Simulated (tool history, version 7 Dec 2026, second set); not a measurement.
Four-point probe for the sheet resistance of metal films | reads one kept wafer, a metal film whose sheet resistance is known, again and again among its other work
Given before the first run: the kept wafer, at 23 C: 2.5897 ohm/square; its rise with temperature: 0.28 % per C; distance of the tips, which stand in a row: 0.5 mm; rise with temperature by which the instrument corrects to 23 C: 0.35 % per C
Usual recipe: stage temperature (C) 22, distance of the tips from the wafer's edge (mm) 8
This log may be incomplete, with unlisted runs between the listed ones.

run   hour  stage temperature (C)  distance of the tips from the wafer's edge (mm)  sheet resistance as the instrument gives it (ohm/square)
  1      0                     22                                                8                                                  2.599856
  2   16.9                     27                                                8                                                   2.59214
  3   32.8                     27                                                8                                                  2.591521
  4   45.7                     27                                                8                                                  2.591596
  5   57.8                     27                                                8                                                   2.59228
  6   75.7                     27                                                8                                                  2.590859
  7     87                     22                                                8                                                  2.600945
  8   94.6                     22                                                8                                                  2.601423
  9  108.7                     27                                                8                                                  2.592271
 10  118.7                     22                                                8                                                  2.601486
 11  136.7                     22                                                8                                                  2.601645
 12  152.4                     19                                                8                                                  2.607722
 13  167.3                     22                                                8                                                  2.602019
 14  181.3                     22                                                8                                                  2.602554
 15  197.4                     22                                                8                                                  2.602449
 16  208.4                     22                                                8                                                  2.603224
 17  222.9                     22                                                8                                                  2.603003
     224.6  -- stage's thermometer calibrated
 18  235.1                     33                                               13                                                  2.580363
 19    250                     33                                               13                                                  2.581407
 20  265.2                     33                                               36                                                  2.579664
 21    277                     28                                                9                                                  2.592246
 22  291.6                     28                                                9                                                  2.592305
 23    299                     20                                               46                                                  2.603599
     301.3  -- stage's thermometer calibrated, once more
 24  309.9                     20                                               46                                                  2.601704
 25  324.5                     22                                                7                                                  2.605463
 26    341                     29                                               11                                                  2.589479
 27  350.8                     22                                                4                                                  2.620407
 28  368.4                     26                                               19                                                  2.592776
 29  377.3                     26                                               19                                                  2.594209
 30  385.3                     26                                               19                                                   2.59392

Predict each of these 5 candidate next runs independently; none follows another, all start after run 30:
  A  398.1                     18                                               13                                                         ?
  B  398.1                     29                                               15                                                         ?
  C  398.1                     22                                               24                                                         ?
  D  398.1                     19                                               51                                                         ?
  E  398.1                     29                                               17                                                         ?

run  sheet resistance as the instrument gives it (ohm/square)
  A                                                  2.609764
  B                                                  2.589241
  C                                                  2.599995
  D                                                  2.604701
  E                                                  2.588801
Take away the tool's hidden state, keep each run's random variation, and the runs would have read:
run  sheet resistance as the instrument gives it (ohm/square)
  A                                                  2.601509
  B                                                   2.58105
  C                                                  2.591771
  D                                                  2.596462
  E                                                  2.580612
